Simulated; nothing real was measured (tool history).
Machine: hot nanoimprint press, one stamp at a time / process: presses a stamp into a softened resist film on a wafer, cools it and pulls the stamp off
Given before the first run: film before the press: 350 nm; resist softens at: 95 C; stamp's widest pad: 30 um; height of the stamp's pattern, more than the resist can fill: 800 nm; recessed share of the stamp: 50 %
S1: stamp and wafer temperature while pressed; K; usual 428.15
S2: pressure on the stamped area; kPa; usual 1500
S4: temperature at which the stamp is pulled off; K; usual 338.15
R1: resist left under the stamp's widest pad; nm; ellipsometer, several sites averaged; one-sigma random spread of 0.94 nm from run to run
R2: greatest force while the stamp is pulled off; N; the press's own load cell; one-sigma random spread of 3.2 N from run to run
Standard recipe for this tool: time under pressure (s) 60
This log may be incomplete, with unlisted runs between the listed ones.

{"run": 1, "hour": 0.0, "S1": 428.15, "S2": 1500, "time under pressure (s)": 60, "S4": 338.15, "R1": 140.0, "R2": 201}
{"run": 2, "hour": 89.6, "S1": 428.15, "S2": 1500, "time under pressure (s)": 60, "S4": 338.15, "R1": 141.0, "R2": 209}
{"hour": 113.7, "done": "stamp cleaned and given a new release coat"}
{"run": 3, "hour": 166.6, "S1": 428.15, "S2": 1500, "time under pressure (s)": 60, "S4": 333.15, "R1": 142.5, "R2": 170}
{"run": 4, "hour": 230.3, "S1": 428.15, "S2": 1500, "time under pressure (s)": 60, "S4": 338.15, "R1": 141.1, "R2": 167}
{"hour": 264.8, "done": "plate thermocouple calibrated"}
{"run": 5, "hour": 305.4, "S1": 428.15, "S2": 1500, "time under pressure (s)": 60, "S4": 345.15, "R1": 138.9, "R2": 178}
{"run": 6, "hour": 395.2, "S1": 428.15, "S2": 1500, "time under pressure (s)": 31, "S4": 338.15, "R1": 179.9, "R2": 203}
{"run": 7, "hour": 448.9, "S1": 428.15, "S2": 1500, "time under pressure (s)": 92, "S4": 338.15, "R1": 119.7, "R2": 216}
{"hour": 494.6, "done": "stamp cleaned and given a new release coat"}
{"run": 8, "hour": 516.3, "S1": 428.15, "S2": 1500, "time under pressure (s)": 60, "S4": 338.15, "R1": 142.3, "R2": 156}
{"run": 9, "hour": 602.0, "S1": 428.15, "S2": 1500, "time under pressure (s)": 60, "S4": 338.15, "R1": 143.8, "R2": 170}
{"run": 10, "hour": 642.0, "S1": 428.15, "S2": 1500, "time under pressure (s)": 60, "S4": 338.15, "R1": 143.4, "R2": 185}
{"run": 11, "hour": 681.7, "S1": 428.15, "S2": 1500, "time under pressure (s)": 60, "S4": 338.15, "R1": 145.6, "R2": 193}
{"hour": 708.2, "done": "plate thermocouple calibrated"}
{"run": 12, "hour": 743.2, "S1": 428.15, "S2": 1500, "time under pressure (s)": 60, "S4": 338.15, "R1": 137.2, "R2": 188}
{"hour": 806.5, "done": "press's hydraulic seals changed and the load cell set to zero"}
{"run": 13, "hour": 818.3, "S1": 428.15, "S2": 1500, "time under pressure (s)": 60, "S4": 338.15, "R1": 136.3, "R2": 201}
{"hour": 886.2, "done": "stamp cleaned and given a new release coat"}
{"run": 14, "hour": 903.4, "S1": 424.15, "S2": 1500, "time under pressure (s)": 60, "S4": 326.15, "R1": 161.3, "R2": 172}
{"run": 15, "hour": 991.0, "S1": 438.15, "S2": 1500, "time under pressure (s)": 60, "S4": 331.15, "R1": 100.5, "R2": 183}
{"run": 16, "hour": 1071.3, "S1": 427.15, "S2": 1210, "time under pressure (s)": 60, "S4": 338.15, "R1": 163.1, "R2": 185}
{"hour": 1157.4, "done": "plate thermocouple calibrated"}
{"run": 17, "hour": 1167.6, "S1": 427.15, "S2": 1210, "time under pressure (s)": 32, "S4": 338.15, "R1": 195.5, "R2": 208}
{"run": 18, "hour": 1259.8, "S1": 428.15, "S2": 1500, "time under pressure (s)": 62, "S4": 338.15, "R1": 137.8, "R2": 217}
{"hour": 1273.7, "done": "stamp cleaned and given a new release coat"}
{"run": 19, "hour": 1314.5, "S1": 428.15, "S2": 1500, "time under pressure (s)": 116, "S4": 337.15, "R1": 106.5, "R2": 164}
{"run": 20, "hour": 1382.4, "S1": 430.15, "S2": 1950, "time under pressure (s)": 116, "S4": 337.15, "R1": 87.0, "R2": 173}
{"run": 21, "hour": 1457.9, "S1": 430.15, "S2": 1950, "time under pressure (s)": 116, "S4": 337.15, "R1": 89.9, "R2": 183}
{"run": 22, "hour": 1548.4, "S1": 430.15, "S2": 1710, "time under pressure (s)": 116, "S4": 337.15, "R1": 95.7, "R2": 211}
{"run": 23, "hour": 1588.3, "S1": 428.15, "S2": 1210, "time under pressure (s)": 100, "S4": 338.15, "R1": 131.3, "R2": 210}
{"hour": 1598.6, "done": "plate thermocouple calibrated"}
{"run": 24, "hour": 1646.0, "S1": 428.15, "S2": 1210, "time under pressure (s)": 100, "S4": 338.15, "R1": 126.8, "R2": 220}
{"hour": 1657.0, "done": "stamp cleaned and given a new release coat"}
{"run": 25, "hour": 1724.2, "S1": 428.15, "S2": 1210, "time under pressure (s)": 100, "S4": 338.15, "R1": 127.5, "R2": 164}
{"run": 26, "hour": 1799.6, "S1": 428.15, "S2": 1210, "time under pressure (s)": 100, "S4": 338.15, "R1": 128.6, "R2": 178}

4 ways to go on from here, each from the tool as it stands after run 26. What would each give?
{"run": "A", "hour": 1851.3, "S1": 428.15, "S2": 1090, "time under pressure (s)": 34, "S4": 338.15, "R1": "?", "R2": "?"}
{"run": "B", "hour": 1851.3, "S1": 417.15, "S2": 1500, "time under pressure (s)": 45, "S4": 338.15, "R1": "?", "R2": "?"}
{"run": "C", "hour": 1851.3, "S1": 422.15, "S2": 1550, "time under pressure (s)": 100, "S4": 336.15, "R1": "?", "R2": "?"}
{"run": "D", "hour": 1851.3, "S1": 428.15, "S2": 1080, "time under pressure (s)": 35, "S4": 338.15, "R1": "?", "R2": "?"}

run=A R1=201.5 R2=177
run=B R1=220.6 R2=191
run=C R1=139.8 R2=193
run=D R1=196.5 R2=181
Without the tool's hidden state the same runs would have given:
run=A R1=197.2 R2=145
run=B R1=215.5 R2=157
run=C R1=135.7 R2=158
run=D R1=192.3 R2=148

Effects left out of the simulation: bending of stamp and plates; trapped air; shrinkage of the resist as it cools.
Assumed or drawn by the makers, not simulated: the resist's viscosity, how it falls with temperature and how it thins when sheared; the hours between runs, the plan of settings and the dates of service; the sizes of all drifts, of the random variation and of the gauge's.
